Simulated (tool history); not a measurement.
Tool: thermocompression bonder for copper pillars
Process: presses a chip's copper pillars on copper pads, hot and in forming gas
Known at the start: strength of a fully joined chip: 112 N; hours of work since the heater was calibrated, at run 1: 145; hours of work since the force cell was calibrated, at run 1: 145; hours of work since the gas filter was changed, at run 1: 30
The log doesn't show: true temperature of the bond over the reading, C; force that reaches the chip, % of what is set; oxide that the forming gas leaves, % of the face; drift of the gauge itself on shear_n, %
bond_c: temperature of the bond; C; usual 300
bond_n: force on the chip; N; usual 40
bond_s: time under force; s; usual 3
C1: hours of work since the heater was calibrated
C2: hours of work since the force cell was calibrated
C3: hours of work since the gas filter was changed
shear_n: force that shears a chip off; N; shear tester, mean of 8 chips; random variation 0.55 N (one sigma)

{"run": 1, "hour": 0.0, "bond_c": 300, "bond_n": 40, "bond_s": 3, "C1": 145, "C2": 145, "C3": 30, "shear_n": 71.8}
{"run": 2, "hour": 46.7, "bond_c": 300, "bond_n": 40, "bond_s": 3, "C1": 165, "C2": 165, "C3": 50, "shear_n": 71.9}
{"run": 3, "hour": 139.9, "bond_c": 280, "bond_n": 40, "bond_s": 3, "C1": 205, "C2": 205, "C3": 90, "shear_n": 55.7}
{"run": 4, "hour": 215.9, "bond_c": 280, "bond_n": 40, "bond_s": 3, "C1": 238, "C2": 238, "C3": 123, "shear_n": 55.9}
{"run": 5, "hour": 305.7, "bond_c": 280, "bond_n": 40, "bond_s": 6, "C1": 277, "C2": 277, "C3": 162, "shear_n": 68.5}
{"run": 6, "hour": 354.3, "bond_c": 300, "bond_n": 40, "bond_s": 3, "C1": 298, "C2": 298, "C3": 183, "shear_n": 70.7}
{"run": 7, "hour": 419.2, "bond_c": 300, "bond_n": 40, "bond_s": 3, "C1": 326, "C2": 326, "C3": 211, "shear_n": 70.2}
{"run": 8, "hour": 511.3, "bond_c": 300, "bond_n": 40, "bond_s": 3, "C1": 366, "C2": 366, "C3": 251, "shear_n": 69.7}
{"run": 9, "hour": 551.1, "bond_c": 300, "bond_n": 40, "bond_s": 3, "C1": 383, "C2": 383, "C3": 268, "shear_n": 68.4}
{"run": 10, "hour": 626.7, "bond_c": 300, "bond_n": 40, "bond_s": 3, "C1": 415, "C2": 415, "C3": 300, "shear_n": 69}
{"run": 11, "hour": 697.4, "bond_c": 320, "bond_n": 40, "bond_s": 3, "C1": 446, "C2": 446, "C3": 331, "shear_n": 82.5}
{"run": 12, "hour": 751.4, "bond_c": 320, "bond_n": 40, "bond_s": 3, "C1": 469, "C2": 469, "C3": 354, "shear_n": 82.1}
{"run": 13, "hour": 839.9, "bond_c": 320, "bond_n": 40, "bond_s": 3, "C1": 507, "C2": 507, "C3": 392, "shear_n": 82.5}
{"run": 14, "hour": 913.7, "bond_c": 320, "bond_n": 40, "bond_s": 3, "C1": 539, "C2": 539, "C3": 424, "shear_n": 81.4}
{"hour": 935.5, "done": "forming gas filter changed"}
{"run": 15, "hour": 964.2, "bond_c": 320, "bond_n": 40, "bond_s": 3, "C1": 561, "C2": 561, "C3": 12, "shear_n": 84.6}
{"run": 16, "hour": 1060.6, "bond_c": 320, "bond_n": 40, "bond_s": 3, "C1": 602, "C2": 602, "C3": 54, "shear_n": 84.7}
{"run": 17, "hour": 1139.7, "bond_c": 300, "bond_n": 41, "bond_s": 3, "C1": 636, "C2": 636, "C3": 88, "shear_n": 69.9}
{"run": 18, "hour": 1207.3, "bond_c": 300, "bond_n": 41, "bond_s": 3, "C1": 666, "C2": 666, "C3": 117, "shear_n": 69.2}
{"run": 19, "hour": 1295.5, "bond_c": 300, "bond_n": 41, "bond_s": 3, "C1": 704, "C2": 704, "C3": 155, "shear_n": 68.3}
{"run": 20, "hour": 1355.9, "bond_c": 300, "bond_n": 41, "bond_s": 3, "C1": 730, "C2": 730, "C3": 181, "shear_n": 69.2}
{"hour": 1428.7, "done": "force cell calibrated"}
{"run": 21, "hour": 1436.1, "bond_c": 300, "bond_n": 50, "bond_s": 3, "C1": 764, "C2": 3, "C3": 215, "shear_n": 75.5}
{"hour": 1445.4, "done": "heater calibrated with a thermocouple chip"}
{"run": 22, "hour": 1512.5, "bond_c": 300, "bond_n": 50, "bond_s": 3, "C1": 29, "C2": 35, "C3": 247, "shear_n": 83.2}
{"run": 23, "hour": 1557.9, "bond_c": 300, "bond_n": 33, "bond_s": 6, "C1": 49, "C2": 55, "C3": 267, "shear_n": 72}
{"run": 24, "hour": 1634.8, "bond_c": 322, "bond_n": 27, "bond_s": 8, "C1": 82, "C2": 88, "C3": 300, "shear_n": 80.9}
{"run": 25, "hour": 1730.7, "bond_c": 300, "bond_n": 59, "bond_s": 3, "C1": 123, "C2": 129, "C3": 341, "shear_n": 91.3}
{"run": 26, "hour": 1775.6, "bond_c": 326, "bond_n": 59, "bond_s": 6, "C1": 142, "C2": 149, "C3": 361, "shear_n": 106.8}
{"run": 27, "hour": 1854.5, "bond_c": 326, "bond_n": 59, "bond_s": 6, "C1": 176, "C2": 183, "C3": 395, "shear_n": 104.7}
{"run": 28, "hour": 1905.7, "bond_c": 326, "bond_n": 59, "bond_s": 6, "C1": 199, "C2": 205, "C3": 417, "shear_n": 105.9}
{"hour": 1946.5, "done": "forming gas filter changed"}
{"run": 29, "hour": 1960.0, "bond_c": 315, "bond_n": 40, "bond_s": 3, "C1": 222, "C2": 228, "C3": 6, "shear_n": 82.3}
{"run": 30, "hour": 2008.6, "bond_c": 300, "bond_n": 40, "bond_s": 5, "C1": 243, "C2": 249, "C3": 27, "shear_n": 79.4}
{"run": 31, "hour": 2063.9, "bond_c": 300, "bond_n": 40, "bond_s": 5, "C1": 267, "C2": 273, "C3": 51, "shear_n": 80.5}
{"run": 32, "hour": 2143.3, "bond_c": 275, "bond_n": 57, "bond_s": 3, "C1": 301, "C2": 307, "C3": 85, "shear_n": 70.6}
{"run": 33, "hour": 2205.7, "bond_c": 275, "bond_n": 57, "bond_s": 3, "C1": 328, "C2": 334, "C3": 112, "shear_n": 71.5}
{"run": 34, "hour": 2254.7, "bond_c": 300, "bond_n": 32, "bond_s": 4, "C1": 349, "C2": 355, "C3": 133, "shear_n": 61.1}
{"run": 35, "hour": 2335.2, "bond_c": 300, "bond_n": 32, "bond_s": 4, "C1": 384, "C2": 390, "C3": 168, "shear_n": 61.4}
{"run": 36, "hour": 2406.1, "bond_c": 278, "bond_n": 41, "bond_s": 7, "C1": 414, "C2": 420, "C3": 198, "shear_n": 67.8}
{"run": 37, "hour": 2491.4, "bond_c": 278, "bond_n": 41, "bond_s": 7, "C1": 451, "C2": 457, "C3": 235, "shear_n": 68.9}
{"run": 38, "hour": 2543.5, "bond_c": 300, "bond_n": 58, "bond_s": 5, "C1": 473, "C2": 480, "C3": 257, "shear_n": 95.8}
{"run": 39, "hour": 2587.7, "bond_c": 307, "bond_n": 44, "bond_s": 3, "C1": 492, "C2": 499, "C3": 277, "shear_n": 77.5}

3 ways to go on from here, each from the tool as it stands after run 39. What would each give?
{"run": "A", "hour": 2672.6, "bond_c": 307, "bond_n": 44, "bond_s": 2, "C1": 529, "C2": 535, "C3": 313, "shear_n": "?"}
{"run": "B", "hour": 2672.6, "bond_c": 281, "bond_n": 40, "bond_s": 3, "C1": 529, "C2": 535, "C3": 313, "shear_n": "?"}
{"run": "C", "hour": 2672.6, "bond_c": 312, "bond_n": 27, "bond_s": 6, "C1": 529, "C2": 535, "C3": 313, "shear_n": "?"}

run=A shear_n=69.5
run=B shear_n=52.3
run=C shear_n=65.8
Without the tool's hidden state the same runs would have given:
run=A shear_n=75.9
run=B shear_n=58.7
run=C shear_n=72
